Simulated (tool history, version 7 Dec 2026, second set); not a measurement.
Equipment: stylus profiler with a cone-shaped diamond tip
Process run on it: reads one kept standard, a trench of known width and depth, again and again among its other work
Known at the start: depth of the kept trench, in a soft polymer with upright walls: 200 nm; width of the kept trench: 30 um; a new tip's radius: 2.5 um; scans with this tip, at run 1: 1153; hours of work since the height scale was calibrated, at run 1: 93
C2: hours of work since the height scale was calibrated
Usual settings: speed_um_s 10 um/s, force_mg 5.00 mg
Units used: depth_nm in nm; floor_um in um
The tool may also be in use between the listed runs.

{"run": 1, "hour": 0.0, "speed_um_s": 10, "force_mg": 5.0, "scans with this tip": 1153, "C2": 93, "depth_nm": 203.77, "floor_um": 27.93}
{"run": 2, "hour": 75.6, "speed_um_s": 10, "force_mg": 5.0, "scans with this tip": 1744, "C2": 141, "depth_nm": 203.9, "floor_um": 27.94}
{"run": 3, "hour": 169.4, "speed_um_s": 10, "force_mg": 5.0, "scans with this tip": 2478, "C2": 200, "depth_nm": 203.87, "floor_um": 27.82}
{"run": 4, "hour": 234.8, "speed_um_s": 10, "force_mg": 5.0, "scans with this tip": 2989, "C2": 241, "depth_nm": 203.93, "floor_um": 27.81}
{"run": 5, "hour": 295.7, "speed_um_s": 10, "force_mg": 5.0, "scans with this tip": 3465, "C2": 280, "depth_nm": 203.78, "floor_um": 27.72}
{"run": 6, "hour": 400.5, "speed_um_s": 10, "force_mg": 5.0, "scans with this tip": 4285, "C2": 346, "depth_nm": 203.97, "floor_um": 27.74}
{"run": 7, "hour": 479.6, "speed_um_s": 22, "force_mg": 5.0, "scans with this tip": 4904, "C2": 396, "depth_nm": 204.03, "floor_um": 27.63}
{"run": 8, "hour": 584.0, "speed_um_s": 4, "force_mg": 3.19, "scans with this tip": 5720, "C2": 462, "depth_nm": 203.31, "floor_um": 27.65}
{"run": 9, "hour": 692.9, "speed_um_s": 4, "force_mg": 3.13, "scans with this tip": 6572, "C2": 531, "depth_nm": 203.08, "floor_um": 27.58}
{"run": 10, "hour": 753.6, "speed_um_s": 11, "force_mg": 11.37, "scans with this tip": 7046, "C2": 569, "depth_nm": 206.95, "floor_um": 27.54}
{"hour": 760.8, "done": "height scale calibrated on a step standard"}
{"run": 11, "hour": 817.3, "speed_um_s": 14, "force_mg": 2.94, "scans with this tip": 7540, "C2": 36, "depth_nm": 203.34, "floor_um": 27.52}
{"run": 12, "hour": 895.1, "speed_um_s": 23, "force_mg": 14.88, "scans with this tip": 8149, "C2": 85, "depth_nm": 208.3, "floor_um": 27.47}
{"hour": 981.6, "done": "height scale calibrated on a step standard, once more"}
{"run": 13, "hour": 991.5, "speed_um_s": 23, "force_mg": 14.88, "scans with this tip": 8899, "C2": 6, "depth_nm": 207.44, "floor_um": 27.39}
{"run": 14, "hour": 1036.9, "speed_um_s": 16, "force_mg": 11.33, "scans with this tip": 9254, "C2": 35, "depth_nm": 206.2, "floor_um": 27.36}

Selected run-to-run steps in depth_nm, each split into two signed amounts: the part the tool would show with no hidden state at all (from settings, incoming material and random variation), and the remainder, which goes to the hidden state together with any gauge scatter not common to the measured and the hidden-state-free results:
The hidden state here: radius of the tip, um; height scale over the true one, %; drift of the gauge itself on depth_nm, %; drift of the gauge itself on floor_um, %.
Run 11 -> 12: speed_um_s 14 -> 23, force_mg 2.94 -> 14.88. depth_nm +4.96 nm: hidden state +0.07, all else +4.89.
Run 12 -> 13: height scale calibrated on a step standard, once more. depth_nm -0.86 nm: hidden state -0.93, all else +0.07.
